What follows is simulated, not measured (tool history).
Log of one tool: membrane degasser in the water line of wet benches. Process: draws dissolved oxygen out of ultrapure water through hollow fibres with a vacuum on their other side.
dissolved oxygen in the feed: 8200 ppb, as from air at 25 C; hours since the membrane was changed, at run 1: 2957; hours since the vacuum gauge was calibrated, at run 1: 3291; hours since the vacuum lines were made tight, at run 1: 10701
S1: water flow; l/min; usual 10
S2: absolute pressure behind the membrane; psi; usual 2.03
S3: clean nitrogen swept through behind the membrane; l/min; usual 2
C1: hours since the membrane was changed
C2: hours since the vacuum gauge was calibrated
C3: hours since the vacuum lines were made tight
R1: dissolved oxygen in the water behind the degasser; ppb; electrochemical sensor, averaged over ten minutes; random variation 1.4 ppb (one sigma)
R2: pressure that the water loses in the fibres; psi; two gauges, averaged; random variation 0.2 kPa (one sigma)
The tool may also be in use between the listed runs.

| run | hour | S1 | S2 | S3 | C1 | C2 | C3 | R1 | R2 |
|---|---|---|---|---|---|---|---|---|---|
| 1 | 0 | 10 | 2.03 | 2 | 2957 | 3291 | 10701 | 151.2 | 6.319 |
| 2 | 39 | 10 | 2.03 | 2 | 2996 | 3330 | 10740 | 149.1 | 6.282 |
| 3 | 123.8 | 10 | 2.03 | 2 | 3081 | 3415 | 10825 | 147.7 | 6.322 |
| 4 | 165.2 | 10 | 2.03 | 2 | 3122 | 3456 | 10866 | 149.4 | 6.3 |
| 5 | 208.7 | 10 | 2.03 | 2 | 3166 | 3499 | 10910 | 149.8 | 6.282 |
| 6 | 285.5 | 10 | 2.03 | 2 | 3243 | 3576 | 10987 | 146.5 | 6.29 |
| 7 | 345.7 | 10 | 2.03 | 2 | 3303 | 3637 | 11047 | 148.4 | 6.28 |
| 8 | 415.5 | 10 | 2.03 | 2 | 3373 | 3706 | 11117 | 149.1 | 6.306 |
| 9 | 501.4 | 10 | 2.03 | 1.44 | 3459 | 3792 | 11202 | 201.1 | 6.271 |
|  | 506.5 | vacuum gauge calibrated |
| 10 | 590.9 | 7 | 2.03 | 2 | 3548 | 84 | 11291 | 105.5 | 4.434 |
| 11 | 644.3 | 10 | 2.03 | 2 | 3601 | 138 | 11345 | 151.7 | 6.271 |
| 12 | 692 | 10 | 2.03 | 2 | 3649 | 185 | 11393 | 149.4 | 6.303 |
| 13 | 733.7 | 8 | 1.48 | 2.54 | 3690 | 227 | 11434 | 64.8 | 4.997 |
| 14 | 784.7 | 13 | 2.52 | 1.09 | 3741 | 278 | 11485 | 417.6 | 8.276 |
| 15 | 823.2 | 13 | 2.52 | 1.09 | 3780 | 317 | 11524 | 421.2 | 8.176 |
| 16 | 868.8 | 10 | 2.86 | 4.43 | 3825 | 362 | 11569 | 109.8 | 6.312 |
| 17 | 925.4 | 10 | 2.86 | 4.43 | 3882 | 419 | 11626 | 109.2 | 6.335 |
| 18 | 983.8 | 10 | 2.86 | 4.43 | 3940 | 477 | 11684 | 108.8 | 6.335 |
|  | 1019.7 | vacuum gauge calibrated, once more |
| 19 | 1042.5 | 10 | 2.86 | 4.43 | 3999 | 23 | 11742 | 110.5 | 6.357 |
| 20 | 1132.1 | 10 | 2.86 | 1.11 | 4088 | 112 | 11832 | 373.3 | 6.274 |
| 21 | 1221.1 | 10 | 1.35 | 5.37 | 4177 | 201 | 11921 | 40.5 | 6.347 |
| 22 | 1268.5 | 10 | 1.35 | 5.37 | 4225 | 249 | 11969 | 40.8 | 6.364 |
| 23 | 1324.1 | 7 | 3.8 | 6 | 4280 | 304 | 12024 | 77.9 | 4.443 |
| 24 | 1392.6 | 7 | 3.8 | 6 | 4349 | 373 | 12093 | 78 | 4.435 |

The same runs without the tool's hidden state, with the same run-to-run variation:
The hidden state here: membrane still open, %; true pressure behind the membrane over the reading, kPa; air that leaks in behind the membrane, l/min; drift of the gauge itself on oxygen_ppb, %; drift of the gauge itself on loss_of_pressure_kpa, %.
| run | R1 | R2 |
|---|---|---|
| 1 | 140.5 | 6.2 |
| 2 | 138.5 | 6.161 |
| 3 | 137.1 | 6.197 |
| 4 | 138.6 | 6.174 |
| 5 | 139 | 6.154 |
| 6 | 135.8 | 6.16 |
| 7 | 137.5 | 6.147 |
| 8 | 138 | 6.17 |
| 9 | 187 | 6.131 |
| 10 | 94.6 | 4.332 |
| 11 | 140 | 6.126 |
| 12 | 137.8 | 6.155 |
| 13 | 58.3 | 4.878 |
| 14 | 396.5 | 8.079 |
| 15 | 399.9 | 7.977 |
| 16 | 100.6 | 6.157 |
| 17 | 100 | 6.179 |
| 18 | 99.5 | 6.176 |
| 19 | 101.6 | 6.195 |
| 20 | 350.3 | 6.11 |
| 21 | 36.6 | 6.179 |
| 22 | 36.8 | 6.193 |
| 23 | 69.3 | 4.321 |
| 24 | 69.2 | 4.312 |

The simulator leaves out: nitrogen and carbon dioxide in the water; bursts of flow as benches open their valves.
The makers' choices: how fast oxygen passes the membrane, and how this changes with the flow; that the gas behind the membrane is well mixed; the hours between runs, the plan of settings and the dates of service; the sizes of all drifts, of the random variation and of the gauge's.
